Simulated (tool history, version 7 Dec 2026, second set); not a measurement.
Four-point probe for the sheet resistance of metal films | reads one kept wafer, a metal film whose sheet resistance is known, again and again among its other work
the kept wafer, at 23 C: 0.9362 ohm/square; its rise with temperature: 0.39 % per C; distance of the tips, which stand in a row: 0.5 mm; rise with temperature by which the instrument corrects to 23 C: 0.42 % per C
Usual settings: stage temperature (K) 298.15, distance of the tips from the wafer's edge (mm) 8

run,day,stage temperature (K),distance of the tips from the wafer's edge (mm),sheet resistance as the instrument gives it (ohm/square)
1,0.000,298.15,8,0.937689
2,0.504,298.15,8,0.937378
3,1.125,298.15,8,0.937726
4,1.642,298.15,25,0.935781
5,2.638,298.15,25,0.935642
# day 2.750: stage's thermometer calibrated
6,3.104,298.15,25,0.935638
7,3.821,298.15,25,0.936048
8,4.854,298.15,25,0.935650
9,5.775,298.15,25,0.935520
10,6.479,307.15,4,0.940686
11,7.171,307.15,4,0.940936
12,7.696,304.15,4,0.941915
13,8.300,295.15,50,0.936950
# day 8.621: stage's thermometer calibrated, once more
14,9.246,298.15,26,0.935267

Some steps in sheet resistance as the instrument gives it (ohm/square) between neighbouring runs. How much of each would the tool show without its hidden state too (settings, what came in, random variation), and how much is left for the hidden state, with any gauge scatter that isn't in both results?
The hidden state here: inner tips' distance over the nominal, %; tips' flats over new ones', %; wafer's true temperature over the reading, C; drift of the gauge itself on sheet_ohm, %.
Run 9 -> 10: stage temperature (K) 298.15 -> 307.15, distance of the tips from the wafer's edge (mm) 25 -> 4. sheet resistance as the instrument gives it (ohm/square) +0.005166: hidden state -0.000001, all else +0.005167.
Run 13 -> 14: stage temperature (K) 295.15 -> 298.15, distance of the tips from the wafer's edge (mm) 50 -> 26, stage's thermometer calibrated, once more. sheet resistance as the instrument gives it (ohm/square) -0.001683: hidden state -0.000777, all else -0.000906.
